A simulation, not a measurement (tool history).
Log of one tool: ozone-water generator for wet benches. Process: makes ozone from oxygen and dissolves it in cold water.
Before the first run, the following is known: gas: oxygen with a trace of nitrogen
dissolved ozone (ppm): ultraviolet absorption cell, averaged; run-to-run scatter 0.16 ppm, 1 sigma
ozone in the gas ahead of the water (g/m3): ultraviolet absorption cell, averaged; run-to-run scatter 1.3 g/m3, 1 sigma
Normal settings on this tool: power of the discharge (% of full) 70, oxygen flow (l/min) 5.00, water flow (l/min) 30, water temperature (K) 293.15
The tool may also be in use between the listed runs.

run,hour,power of the discharge (% of full),oxygen flow (l/min),water flow (l/min),water temperature (K),dissolved ozone (ppm),ozone in the gas ahead of the water (g/m3)
1,0.0,70,5.00,30,293.15,19.7,240.6
2,92.2,70,5.00,30,293.15,20.1,241.4
3,179.0,94,5.00,30,293.15,26.0,311.7
4,285.4,94,5.00,30,293.15,25.8,313.0
5,360.6,94,5.00,30,293.15,25.9,314.3
6,463.2,70,5.00,45,293.15,13.1,238.4
7,525.1,70,5.00,45,293.15,13.0,239.6
8,623.4,70,5.00,45,293.15,13.3,236.6
9,740.0,70,5.00,45,293.15,13.3,237.3
10,798.5,70,5.00,45,293.15,13.4,239.4
11,855.0,70,4.64,45,293.15,12.8,239.9
12,938.1,70,4.64,45,293.15,12.7,240.9
13,1011.3,70,4.64,45,293.15,12.8,244.2
14,1068.6,70,5.00,30,293.15,20.3,236.8
15,1189.2,43,5.00,30,293.15,12.6,152.3
16,1303.6,70,5.00,36,293.15,16.6,235.8
17,1379.2,67,2.83,36,293.15,12.6,271.6
18,1517.8,67,2.83,36,293.15,12.8,274.2
19,1589.2,70,6.52,19,293.15,30.3,218.4
20,1694.3,63,5.27,28,292.15,19.6,214.4

Run 21 is up next; what results do you expect?
21,1768.0,70,5.00,24,296.15,?,?

dissolved ozone (ppm): 23.2
ozone in the gas ahead of the water (g/m3): 237.0
If the tool had no hidden condition, the same run with the same run-to-run variation would have returned dissolved ozone (ppm) 23.3, ozone in the gas ahead of the water (g/m3) 241.2.
